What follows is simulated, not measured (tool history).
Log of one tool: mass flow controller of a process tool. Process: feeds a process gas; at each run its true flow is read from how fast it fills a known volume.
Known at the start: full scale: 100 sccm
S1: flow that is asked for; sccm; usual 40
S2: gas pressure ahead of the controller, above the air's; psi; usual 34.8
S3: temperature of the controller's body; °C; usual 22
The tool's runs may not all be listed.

run 1 hour=0 | S1=40 S2=34.8 S3=22 | true_flow_(%)=99.66
run 2 hour=51.7 | S1=40 S2=34.8 S3=22 | true_flow_(%)=99.7
run 3 hour=132.5 | S1=40 S2=34.8 S3=22 | true_flow_(%)=99.7
run 4 hour=232.6 | S1=40 S2=34.8 S3=22 | true_flow_(%)=99.85
run 5 hour=305.1 | S1=36 S2=34.8 S3=22 | true_flow_(%)=99.66
run 6 hour=375.5 | S1=40 S2=34.8 S3=22 | true_flow_(%)=99.72
run 7 hour=442.6 | S1=40 S2=34.8 S3=22 | true_flow_(%)=99.71
run 8 hour=534.2 | S1=40 S2=34.8 S3=22 | true_flow_(%)=99.64
run 9 hour=589.8 | S1=40 S2=34.8 S3=22 | true_flow_(%)=99.83
run 10 hour=680.5 | S1=19 S2=34.8 S3=20 | true_flow_(%)=99.7
run 11 hour=762.9 | S1=19 S2=34.8 S3=20 | true_flow_(%)=99.54
run 12 hour=844.3 | S1=19 S2=34.8 S3=20 | true_flow_(%)=99.64
run 13 hour=911.3 | S1=40 S2=31.6 S3=32 | true_flow_(%)=99.41
run 14 hour=956.4 | S1=40 S2=34.8 S3=22 | true_flow_(%)=99.88

Below are 3 alternative next runs, each starting from the tool's condition after run 14. Predict each:
run A hour=1031.9 | S1=41 S2=29.7 S3=28 | true_flow_(%)=?
run B hour=1031.9 | S1=74 S2=30 S3=22 | true_flow_(%)=?
run C hour=1031.9 | S1=40 S2=23.4 S3=35 | true_flow_(%)=?

run=A true_flow_(%)=99.37
run=B true_flow_(%)=99.94
run=C true_flow_(%)=98.91
Without the tool's hidden state the same runs would have given:
run=A true_flow_(%)=99.37
run=B true_flow_(%)=99.94
run=C true_flow_(%)=98.91
